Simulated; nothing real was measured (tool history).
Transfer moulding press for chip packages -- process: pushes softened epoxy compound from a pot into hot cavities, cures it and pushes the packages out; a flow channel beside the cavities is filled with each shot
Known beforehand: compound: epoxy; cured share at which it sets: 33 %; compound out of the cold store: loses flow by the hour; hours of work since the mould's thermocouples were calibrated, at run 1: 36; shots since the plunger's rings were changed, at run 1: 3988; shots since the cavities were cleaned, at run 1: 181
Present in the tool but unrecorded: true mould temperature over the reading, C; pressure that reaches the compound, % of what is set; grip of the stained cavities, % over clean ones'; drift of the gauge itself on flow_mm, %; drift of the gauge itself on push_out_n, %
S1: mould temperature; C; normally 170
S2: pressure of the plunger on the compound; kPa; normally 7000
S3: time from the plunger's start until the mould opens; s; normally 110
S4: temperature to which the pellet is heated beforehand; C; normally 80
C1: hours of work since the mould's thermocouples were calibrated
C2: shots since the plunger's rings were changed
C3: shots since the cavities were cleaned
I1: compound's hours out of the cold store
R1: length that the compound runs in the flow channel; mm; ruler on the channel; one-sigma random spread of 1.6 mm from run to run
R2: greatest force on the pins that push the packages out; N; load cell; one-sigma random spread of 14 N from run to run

{"run": 1, "hour": 0.0, "S1": 170, "S2": 7000, "S3": 110, "S4": 80, "C1": 36, "C2": 3988, "C3": 181, "I1": 24.0, "R1": 607, "R2": 662}
{"run": 2, "hour": 80.1, "S1": 170, "S2": 7000, "S3": 110, "S4": 80, "C1": 71, "C2": 4608, "C3": 801, "I1": 24.9, "R1": 604, "R2": 646}
{"hour": 101.4, "done": "cavities cleaned with cleaning compound and waxed"}
{"run": 3, "hour": 122.2, "S1": 170, "S2": 7000, "S3": 110, "S4": 80, "C1": 88, "C2": 4922, "C3": 161, "I1": 38.9, "R1": 550, "R2": 611}
{"run": 4, "hour": 171.9, "S1": 170, "S2": 7000, "S3": 110, "S4": 72, "C1": 109, "C2": 5306, "C3": 545, "I1": 40.0, "R1": 548, "R2": 626}
{"hour": 211.1, "done": "plunger's sealing rings changed"}
{"hour": 233.4, "done": "cavities cleaned with cleaning compound and waxed"}
{"run": 5, "hour": 266.2, "S1": 170, "S2": 7000, "S3": 110, "S4": 72, "C1": 148, "C2": 415, "C3": 254, "I1": 17.9, "R1": 635, "R2": 672}
{"run": 6, "hour": 321.8, "S1": 170, "S2": 7000, "S3": 110, "S4": 72, "C1": 172, "C2": 845, "C3": 684, "I1": 12.0, "R1": 656, "R2": 675}
{"hour": 360.7, "done": "cavities cleaned with cleaning compound and waxed"}
{"run": 7, "hour": 386.7, "S1": 170, "S2": 7000, "S3": 110, "S4": 72, "C1": 200, "C2": 1336, "C3": 202, "I1": 23.5, "R1": 612, "R2": 647}
{"run": 8, "hour": 431.3, "S1": 170, "S2": 7000, "S3": 110, "S4": 72, "C1": 219, "C2": 1680, "C3": 546, "I1": 29.4, "R1": 586, "R2": 634}
{"hour": 486.5, "done": "cavities cleaned with cleaning compound and waxed"}
{"run": 9, "hour": 488.0, "S1": 170, "S2": 7000, "S3": 110, "S4": 80, "C1": 243, "C2": 2107, "C3": 11, "I1": 24.4, "R1": 604, "R2": 638}
{"run": 10, "hour": 557.3, "S1": 170, "S2": 7000, "S3": 110, "S4": 80, "C1": 272, "C2": 2644, "C3": 548, "I1": 19.8, "R1": 627, "R2": 638}
{"hour": 610.9, "done": "cavities cleaned with cleaning compound and waxed"}
{"run": 11, "hour": 611.9, "S1": 170, "S2": 7000, "S3": 110, "S4": 80, "C1": 295, "C2": 3054, "C3": 8, "I1": 18.8, "R1": 630, "R2": 643}
{"run": 12, "hour": 662.9, "S1": 167, "S2": 7000, "S3": 110, "S4": 80, "C1": 317, "C2": 3449, "C3": 403, "I1": 10.3, "R1": 671, "R2": 880}
{"run": 13, "hour": 723.7, "S1": 170, "S2": 7000, "S3": 93, "S4": 80, "C1": 343, "C2": 3918, "C3": 872, "I1": 22.0, "R1": 615, "R2": 918}
{"hour": 733.5, "done": "cavities cleaned with cleaning compound and waxed"}
{"run": 14, "hour": 814.7, "S1": 170, "S2": 7000, "S3": 93, "S4": 80, "C1": 382, "C2": 4611, "C3": 628, "I1": 38.7, "R1": 549, "R2": 904}
{"hour": 857.8, "done": "cavities cleaned with cleaning compound and waxed"}
{"run": 15, "hour": 893.2, "S1": 175, "S2": 5490, "S3": 110, "S4": 80, "C1": 415, "C2": 5207, "C3": 274, "I1": 10.1, "R1": 585, "R2": 520}
{"hour": 949.7, "done": "plunger's sealing rings changed"}
{"run": 16, "hour": 965.3, "S1": 170, "S2": 7160, "S3": 146, "S4": 70, "C1": 445, "C2": 120, "C3": 812, "I1": 19.6, "R1": 635, "R2": 475}
{"hour": 983.5, "done": "cavities cleaned with cleaning compound and waxed"}
{"run": 17, "hour": 1014.9, "S1": 170, "S2": 7000, "S3": 135, "S4": 80, "C1": 466, "C2": 492, "C3": 243, "I1": 10.3, "R1": 666, "R2": 509}
{"run": 18, "hour": 1064.4, "S1": 162, "S2": 6580, "S3": 110, "S4": 80, "C1": 487, "C2": 875, "C3": 626, "I1": 9.6, "R1": 661, "R2": 1211}
{"hour": 1110.6, "done": "cavities cleaned with cleaning compound and waxed"}
{"run": 19, "hour": 1135.6, "S1": 162, "S2": 6580, "S3": 110, "S4": 80, "C1": 517, "C2": 1414, "C3": 193, "I1": 39.5, "R1": 542, "R2": 1012}
{"run": 20, "hour": 1186.0, "S1": 176, "S2": 7660, "S3": 128, "S4": 74, "C1": 539, "C2": 1804, "C3": 583, "I1": 36.2, "R1": 581, "R2": 462}
{"hour": 1236.9, "done": "cavities cleaned with cleaning compound and waxed"}
{"run": 21, "hour": 1277.1, "S1": 176, "S2": 7660, "S3": 128, "S4": 74, "C1": 577, "C2": 2497, "C3": 311, "I1": 23.0, "R1": 634, "R2": 468}
{"run": 22, "hour": 1328.5, "S1": 176, "S2": 7660, "S3": 128, "S4": 74, "C1": 599, "C2": 2895, "C3": 709, "I1": 35.3, "R1": 582, "R2": 460}
{"hour": 1361.6, "done": "cavities cleaned with cleaning compound and waxed"}
{"run": 23, "hour": 1403.2, "S1": 170, "S2": 7000, "S3": 100, "S4": 80, "C1": 631, "C2": 3461, "C3": 322, "I1": 14.3, "R1": 646, "R2": 828}
{"hour": 1484.9, "done": "cavities cleaned with cleaning compound and waxed"}
{"run": 24, "hour": 1497.0, "S1": 169, "S2": 7000, "S3": 110, "S4": 87, "C1": 671, "C2": 4175, "C3": 94, "I1": 46.9, "R1": 523, "R2": 623}
{"run": 25, "hour": 1537.8, "S1": 170, "S2": 7000, "S3": 101, "S4": 80, "C1": 688, "C2": 4490, "C3": 409, "I1": 30.9, "R1": 579, "R2": 756}
{"run": 26, "hour": 1599.2, "S1": 170, "S2": 7000, "S3": 101, "S4": 80, "C1": 715, "C2": 4965, "C3": 884, "I1": 22.3, "R1": 608, "R2": 791}
{"hour": 1611.0, "done": "cavities cleaned with cleaning compound and waxed"}
{"run": 27, "hour": 1675.0, "S1": 172, "S2": 7000, "S3": 110, "S4": 74, "C1": 747, "C2": 5540, "C3": 495, "I1": 11.8, "R1": 655, "R2": 579}
{"hour": 1684.6, "done": "plunger's sealing rings changed"}
{"hour": 1737.5, "done": "cavities cleaned with cleaning compound and waxed"}
{"run": 28, "hour": 1738.3, "S1": 167, "S2": 7000, "S3": 110, "S4": 81, "C1": 772, "C2": 404, "C3": 7, "I1": 29.1, "R1": 590, "R2": 714}

Predict each of these 4 candidate next runs independently; none follows another, all start after run 28:
{"run": "A", "hour": 1801.9, "S1": 171, "S2": 7000, "S3": 110, "S4": 74, "C1": 800, "C2": 895, "C3": 498, "I1": 14.6, "R1": "?", "R2": "?"}
{"run": "B", "hour": 1801.9, "S1": 165, "S2": 7000, "S3": 110, "S4": 76, "C1": 800, "C2": 895, "C3": 498, "I1": 38.2, "R1": "?", "R2": "?"}
{"run": "C", "hour": 1801.9, "S1": 166, "S2": 7000, "S3": 110, "S4": 75, "C1": 800, "C2": 895, "C3": 498, "I1": 27.5, "R1": "?", "R2": "?"}
{"run": "D", "hour": 1801.9, "S1": 170, "S2": 7000, "S3": 110, "S4": 76, "C1": 800, "C2": 895, "C3": 498, "I1": 15.4, "R1": "?", "R2": "?"}

run=A R1=645 R2=635
run=B R1=560 R2=842
run=C R1=599 R2=836
run=D R1=642 R2=670
Without the tool's hidden state the same runs would have given:
run=A R1=646 R2=628
run=B R1=560 R2=831
run=C R1=599 R2=826
run=D R1=642 R2=662
